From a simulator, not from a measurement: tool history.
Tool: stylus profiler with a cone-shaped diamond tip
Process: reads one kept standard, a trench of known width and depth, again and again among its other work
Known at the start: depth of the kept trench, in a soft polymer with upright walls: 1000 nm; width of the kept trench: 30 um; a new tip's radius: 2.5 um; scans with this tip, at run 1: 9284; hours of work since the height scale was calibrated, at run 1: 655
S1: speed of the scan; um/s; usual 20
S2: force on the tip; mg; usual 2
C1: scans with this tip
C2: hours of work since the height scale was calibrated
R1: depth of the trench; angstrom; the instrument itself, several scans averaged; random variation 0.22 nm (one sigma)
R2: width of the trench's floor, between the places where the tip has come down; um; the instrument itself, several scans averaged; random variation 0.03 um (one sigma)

run,day,S1,S2,C1,C2,R1,R2
1,0,20,2,9284,655,10086.3,24.81
2,1.012,20,2,9509,671,10092.6,24.8
3,2.192,20,2,9770,690,10089.3,24.73
4,2.775,72,2,9899,699,10089.5,24.38
5,3.658,22,2,10096,713,10087,24.67
6,4.608,20,0.86,10307,728,10066.2,24.69
7,5.467,70,2,10497,741,10089.3,24.32
8,6.421,70,2,10709,756,10095.9,24.3
9,7.629,20,2.21,10977,775,10097.9,24.67
10,8.867,20,2.21,11251,794,10097.5,24.61
11,9.533,20,2.21,11399,805,10098.7,24.6
12,10.408,20,5.24,11594,819,10154.1,24.61
13,11.45,66,2.87,11824,835,10114.7,24.29
14,12.188,12,0.87,11988,846,10064,24.6
15,13.242,59,3.94,12222,863,10135.6,24.32
16,13.958,23,3.62,12381,874,10132.7,24.52

Run 17 comes next. What will it give?
17,15.021,5,0.71,12617,891,?,?

{"run 17": {"R1": 10061.6, "R2": 24.54}}
Without the tool's hidden state the same run would have given R1 10033 angstrom, R2 25.96 um.
